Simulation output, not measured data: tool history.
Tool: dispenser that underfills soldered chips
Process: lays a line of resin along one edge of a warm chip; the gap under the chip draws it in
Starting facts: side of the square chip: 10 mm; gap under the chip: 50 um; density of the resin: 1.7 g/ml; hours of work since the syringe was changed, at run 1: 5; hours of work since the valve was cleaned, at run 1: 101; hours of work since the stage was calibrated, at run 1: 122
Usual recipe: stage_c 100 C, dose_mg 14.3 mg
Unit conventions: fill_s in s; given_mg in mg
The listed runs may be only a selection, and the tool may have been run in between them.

run  hour  stage_c  dose_mg  hours of work since the syringe was changed  hours of work since the valve was cleaned  hours of work since the stage was calibrated  fill_s  given_mg
  1     0      100     14.3                                            5                                        101                                           122   123.6     13.23
  2   1.9      100     17.9                                            6                                        102                                           123   132.4     16.66
      2.4  -- new syringe of resin
  3   5.3      100     17.9                                            2                                        105                                           126   104.9     16.41
  4   8.4      100     17.9                                            4                                        107                                           128   118.9     16.54
     11.2  -- new syringe of resin
  5  11.4      100     13.8                                            0                                        109                                           130    98.1     12.65
  6  15.8      108     14.7                                            3                                        112                                           133    80.7     13.45
  7  18.4      108     14.7                                            5                                        114                                           135    90.8     13.54
     19.7  -- new syringe of resin
     21.3  -- dispensing valve cleaned and set on the balance
  8  23.3      108     14.7                                            2                                          1                                           138    73.4     14.72
  9  25.2      100     18.4                                            3                                          3                                           139   110.3     18.34
 10  28.6      104     14.6                                            6                                          5                                           142   107.8     14.45

Branching from run 10: 4 alternative next runs. What would each branch give?
     29.3  -- new syringe of resin
  A  32.4       99     17.4                                            2                                          8                                           144       ?         ?
     29.3  -- new syringe of resin
  B  32.4       99     15.4                                            2                                          8                                           144       ?         ?
     29.3  -- new syringe of resin
  C  32.4      115     14.5                                            2                                          8                                           144       ?         ?
     29.3  -- new syringe of resin
  D  32.4      104     16.9                                            2                                          8                                           144       ?         ?

run  fill_s  given_mg
  A   111.7     17.25
  B     110     15.26
  C    54.7     14.37
  D    88.2     16.71
What these runs would have given with no unlogged condition in the tool:
run  fill_s  given_mg
  A    98.9     17.38
  B    97.4     15.38
  C    48.4     14.48
  D    78.1     16.84
